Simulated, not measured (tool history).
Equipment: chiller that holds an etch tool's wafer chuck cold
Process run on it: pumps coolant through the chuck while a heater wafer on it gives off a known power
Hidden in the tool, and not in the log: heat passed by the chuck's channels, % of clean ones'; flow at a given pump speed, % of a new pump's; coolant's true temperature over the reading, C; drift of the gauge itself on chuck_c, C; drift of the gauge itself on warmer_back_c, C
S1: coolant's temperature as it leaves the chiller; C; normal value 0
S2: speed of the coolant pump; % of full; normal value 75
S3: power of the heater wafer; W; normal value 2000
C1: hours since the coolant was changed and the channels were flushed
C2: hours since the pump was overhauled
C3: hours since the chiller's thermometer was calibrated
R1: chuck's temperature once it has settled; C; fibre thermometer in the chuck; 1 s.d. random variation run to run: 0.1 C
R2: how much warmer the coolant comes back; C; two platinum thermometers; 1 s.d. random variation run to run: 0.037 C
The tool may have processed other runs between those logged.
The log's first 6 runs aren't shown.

run,day,S1,S2,S3,C1,C2,C3,R1,R2
7,31.300,0,75,2000,2951,1305,3386,25.1,7.77
8,34.454,0,75,2000,3027,1381,3461,25.4,7.74
# day 37.254: coolant changed, channels flushed
9,38.425,0,75,2210,28,1470,3551,24.0,8.61
10,43.562,0,75,2210,151,1594,3674,24.4,8.56
11,49.550,0,75,2000,295,1737,3818,21.9,7.86
12,55.112,0,75,2000,429,1871,3951,22.1,7.89
13,60.742,0,75,2000,564,2006,4086,22.3,7.83
14,64.888,0,62,2000,663,2105,4186,25.1,9.54
15,70.996,0,75,2000,810,2252,4332,22.7,7.93
16,76.542,9,75,2000,943,2385,4465,31.9,7.99
17,81.729,3,79,1962,1067,2510,4590,24.7,7.44
18,84.838,3,79,1962,1142,2584,4665,24.9,7.40
19,88.271,3,66,1097,1224,2667,4747,16.2,4.99
20,93.762,-9,75,1591,1356,2799,4879,9.1,6.37
21,98.779,-9,75,1591,1477,2919,4999,9.4,6.37
22,103.121,-4,75,2000,1581,3023,5103,19.3,8.07
23,105.867,-4,75,2000,1647,3089,5169,19.4,8.09
24,111.079,-5,75,2000,1772,3214,5294,18.6,8.12
25,116.162,-5,75,2000,1894,3336,5416,18.9,8.06
26,120.362,-5,94,1616,1995,3437,5517,11.8,5.27
27,126.504,-2,71,2000,2142,3584,5665,22.9,8.71
28,132.417,0,88,2218,2284,3726,5807,24.9,7.78
# day 136.967: chiller's thermometer calibrated
29,137.271,0,88,2218,2399,3842,7,26.5,7.81
30,141.529,-7,62,1493,2502,3944,109,14.7,7.52
# day 142.567: coolant pump overhauled
31,144.792,-7,62,1493,2575,53,183,13.6,6.83

Below are 3 alternative next runs, each starting from the tool's condition after run 31. Predict each:
A,149.833,-7,62,1208,2696,174,304,?,?
B,149.833,5,76,1000,2696,174,304,?,?
C,149.833,-7,62,1613,2696,174,304,?,?

run,R1,R2
A,9.8,5.50
B,17.3,3.66
C,15.6,7.41
Stripped of hidden state, with their random variation kept, the same runs would have yielded:
run,R1,R2
A,7.9,5.46
B,15.9,3.64
C,12.9,7.36
